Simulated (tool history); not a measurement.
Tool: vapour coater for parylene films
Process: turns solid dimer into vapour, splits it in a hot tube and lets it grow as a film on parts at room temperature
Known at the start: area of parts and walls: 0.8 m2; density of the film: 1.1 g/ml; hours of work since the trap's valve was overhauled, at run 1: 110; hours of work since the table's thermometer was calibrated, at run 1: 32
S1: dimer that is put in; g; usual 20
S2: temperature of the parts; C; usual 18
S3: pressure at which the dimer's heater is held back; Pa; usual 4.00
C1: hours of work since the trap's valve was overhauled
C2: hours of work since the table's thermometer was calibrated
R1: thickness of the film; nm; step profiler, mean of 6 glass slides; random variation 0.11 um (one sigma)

| run | hour | S1 | S2 | S3 | C1 | C2 | R1 |
|---|---|---|---|---|---|---|---|
| 1 | 0.0 | 20 | 18 | 4.00 | 110 | 32 | 15740 |
| 2 | 18.4 | 20 | 18 | 4.00 | 126 | 48 | 15520 |
| 3 | 50.1 | 20 | 27 | 4.00 | 155 | 77 | 12230 |
| 4 | 86.3 | 20 | 18 | 10.12 | 187 | 109 | 13760 |
| 5 | 102.8 | 20 | 18 | 4.00 | 202 | 124 | 14870 |
|  | 123.7 | trap's valve overhauled |
| 6 | 134.7 | 20 | 18 | 4.00 | 10 | 148 | 16650 |
| 7 | 162.7 | 20 | 18 | 4.00 | 35 | 173 | 16510 |
| 8 | 188.7 | 20 | 18 | 4.00 | 58 | 196 | 16490 |
| 9 | 223.9 | 20 | 18 | 4.00 | 89 | 228 | 16020 |
| 10 | 257.7 | 20 | 18 | 4.00 | 119 | 258 | 15940 |
| 11 | 290.2 | 12 | 11 | 4.00 | 148 | 287 | 10960 |
| 12 | 306.6 | 12 | 15 | 5.90 | 163 | 301 | 9550 |
| 13 | 327.7 | 13 | 18 | 3.08 | 181 | 320 | 10120 |
| 14 | 343.1 | 13 | 18 | 3.08 | 195 | 334 | 10180 |
|  | 372.4 | trap's valve overhauled |
| 15 | 377.0 | 25 | 11 | 3.08 | 4 | 360 | 25320 |
| 16 | 393.6 | 25 | 13 | 4.37 | 19 | 375 | 23380 |
| 17 | 415.0 | 25 | 10 | 9.89 | 38 | 394 | 22650 |

Some steps in R1 between neighbouring runs. How much of each would the tool show without its hidden state too (settings, what came in, random variation), and how much is left for the hidden state, with any gauge scatter that isn't in both results?
The hidden state here: vapour lost through the trap's worn valve, %; true temperature of the parts over the reading, C; drift of the gauge itself on film_um, %.
Run 5 -> 6: trap's valve overhauled. R1 +1780 nm: hidden state +1860, all else -80.
Run 14 -> 15: S1 13 -> 25, S2 18 -> 11, trap's valve overhauled. R1 +15140 nm: hidden state +850, all else +14290.
